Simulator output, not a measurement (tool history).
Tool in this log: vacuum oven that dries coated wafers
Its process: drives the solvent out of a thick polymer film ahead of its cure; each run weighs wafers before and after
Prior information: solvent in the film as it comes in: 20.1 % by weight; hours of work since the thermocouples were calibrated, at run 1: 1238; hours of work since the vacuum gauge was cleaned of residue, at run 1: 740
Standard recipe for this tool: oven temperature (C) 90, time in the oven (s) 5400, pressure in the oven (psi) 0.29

run	hour	oven temperature (C)	time in the oven (s)	pressure in the oven (psi)	hours of work since the thermocouples were calibrated	hours of work since the vacuum gauge was cleaned of residue	solvent left in the film (%)
1	0	90	5400	0.29	1238	740	2.57
2	58	90	5400	0.29	1263	765	2.66
3	119.7	90	5580	0.29	1290	791	2.46
4	218.3	90	5580	0.29	1332	833	2.37
5	264.2	98	5400	0.29	1351	853	0.81
# hour 304.6: oven's thermocouples calibrated
6	312.8	98	5400	0.29	4	873	1.04
7	419.4	90	5400	0.151	49	919	2.91
8	517.3	90	5400	0.151	91	960	2.95
9	615	90	5400	0.151	133	1002	2.85
10	721.8	90	5400	0.29	179	1048	3.07
11	800.4	81	5400	0.29	212	1082	7.04
12	894	90	5640	0.29	252	1122	2.79
13	975.1	90	5640	0.29	287	1156	2.82
14	1025.6	90	5640	0.29	309	1178	2.81
15	1081.4	90	5640	0.29	333	1202	2.77
16	1130.2	90	5640	0.29	353	1223	2.82
17	1224.2	90	5640	0.29	394	1263	2.76
18	1279.2	90	5400	0.29	417	1287	2.94
19	1350.1	90	5400	0.29	448	1317	2.92
20	1397.1	90	5400	0.29	468	1337	2.95
21	1458.6	90	3600	0.29	494	1363	5.03
22	1535.7	90	5400	0.277	527	1396	2.82
23	1618.6	90	3000	0.29	563	1432	6.11
24	1675.6	90	5400	0.196	587	1456	2.73
25	1768.3	92	2820	1.066	627	1496	6.26
26	1864.1	92	2820	1.066	668	1537	6.43
27	1909.2	80	3000	0.157	687	1556	10.19
28	2005.9	102	3480	1.139	728	1598	2.02
29	2105.1	102	3480	1.139	771	1640	2.01
30	2213.2	102	6660	1.139	817	1686	1.29
31	2294.9	76	3840	0.162	852	1721	10.5
32	2394.7	95	8280	0.193	895	1764	0.59
33	2457.2	90	4800	0.29	922	1791	3.34
34	2518.2	88	3720	0.29	948	1817	5.46
35	2595.8	83	7500	0.267	981	1850	3.74
36	2692.8	87	3720	0.393	1022	1892	6.04
37	2765.7	90	9360	0.29	1054	1923	0.99
38	2850.6	90	9360	0.29	1090	1959	1.06
39	2948.3	90	6000	1.009	1132	2001	3.17
40	3017.2	94	3780	1.088	1161	2031	3.76
41	3094.6	96	3480	1.088	1194	2064	3.37
42	3203.8	90	2820	0.318	1241	2111	6.03
43	3284.3	90	5400	0.605	1276	2145	2.99
44	3357.1	83	4320	0.879	1307	2176	7.39
45	3456.2	83	5160	0.631	1349	2219	6.12
# hour 3505: oven's thermocouples calibrated
46	3528.3	103	5400	0.164	10	2249	0.39

What would each run have given without the hidden state, its run-to-run variation left as it was?
What the log doesn't record here: true wafer temperature over the reading, C; true pressure over the reading, kPa; drift of the gauge itself on solvent_pct, %.
run	solvent left in the film (%)
1	3.09
2	3.19
3	2.99
4	2.91
5	1.01
6	1.02
7	2.96
8	3.01
9	2.93
10	3.17
11	7.2
12	2.92
13	2.96
14	2.95
15	2.92
16	2.99
17	2.94
18	3.15
19	3.13
20	3.17
21	5.35
22	3.06
23	6.48
24	3
25	6.66
26	6.86
27	10.55
28	2.2
29	2.2
30	1.3
31	10.93
32	0.6
33	3.8
34	6.04
35	4.24
36	6.66
37	1.12
38	1.19
39	3.64
40	4.32
41	3.91
42	6.77
43	3.54
44	8.18
45	6.93
46	0.29
